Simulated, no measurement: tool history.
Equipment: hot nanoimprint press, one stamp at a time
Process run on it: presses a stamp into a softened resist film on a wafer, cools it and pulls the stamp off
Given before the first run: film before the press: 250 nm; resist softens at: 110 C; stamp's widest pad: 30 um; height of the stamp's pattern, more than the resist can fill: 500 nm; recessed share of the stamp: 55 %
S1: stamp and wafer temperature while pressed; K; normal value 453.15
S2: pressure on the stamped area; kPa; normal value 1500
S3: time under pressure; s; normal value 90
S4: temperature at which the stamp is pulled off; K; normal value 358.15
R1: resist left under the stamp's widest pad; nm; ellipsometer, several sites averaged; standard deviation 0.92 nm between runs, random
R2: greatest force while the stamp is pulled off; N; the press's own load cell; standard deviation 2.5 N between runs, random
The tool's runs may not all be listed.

| run | day | S1 | S2 | S3 | S4 | R1 | R2 |
|---|---|---|---|---|---|---|---|
| 1 | 0.000 | 453.15 | 1500 | 90 | 358.15 | 132.1 | 160 |
| 2 | 0.388 | 453.15 | 1500 | 90 | 358.15 | 132.6 | 160 |
| 3 | 1.054 | 453.15 | 1500 | 90 | 358.15 | 132.5 | 168 |
| 4 | 1.654 | 454.15 | 1500 | 90 | 358.15 | 128.4 | 159 |
|  | 2.217 | stamp cleaned and given a new release coat |
| 5 | 2.379 | 454.15 | 1500 | 90 | 358.15 | 127.6 | 119 |
| 6 | 2.796 | 453.15 | 1220 | 90 | 358.15 | 143.3 | 127 |
| 7 | 3.275 | 441.15 | 1220 | 90 | 358.15 | 209.0 | 121 |
| 8 | 3.696 | 441.15 | 1220 | 90 | 358.15 | 208.0 | 123 |
| 9 | 4.208 | 441.15 | 1220 | 90 | 358.15 | 207.7 | 125 |
| 10 | 4.821 | 441.15 | 1220 | 90 | 358.15 | 209.2 | 131 |
| 11 | 5.279 | 446.15 | 1000 | 49 | 351.15 | 212.5 | 149 |
| 12 | 5.783 | 453.15 | 1970 | 90 | 343.15 | 120.2 | 180 |
| 13 | 6.321 | 453.15 | 1970 | 90 | 343.15 | 122.5 | 191 |
| 14 | 6.942 | 453.15 | 1970 | 90 | 343.15 | 122.1 | 197 |
| 15 | 7.625 | 446.15 | 1970 | 139 | 358.15 | 143.1 | 138 |

Below are 5 alternative next runs, each starting from the tool's condition after run 15. Predict each:
| A | 8.258 | 453.15 | 1870 | 90 | 366.15 | ? | ? |
| B | 8.258 | 454.15 | 1500 | 90 | 366.15 | ? | ? |
| C | 8.258 | 453.15 | 1500 | 55 | 361.15 | ? | ? |
| D | 8.258 | 456.15 | 1970 | 158 | 352.15 | ? | ? |
| E | 8.258 | 453.15 | 1500 | 90 | 346.15 | ? | ? |

| run | R1 | R2 |
|---|---|---|
| A | 124.9 | 114 |
| B | 130.2 | 108 |
| C | 158.7 | 126 |
| D | 84.5 | 164 |
| E | 134.8 | 182 |
With the hidden condition removed and each run's random variation left untouched, the same runs would have given:
| run | R1 | R2 |
|---|---|---|
| A | 117.7 | 92 |
| B | 123.2 | 87 |
| C | 151.5 | 102 |
| D | 78.9 | 134 |
| E | 127.6 | 148 |
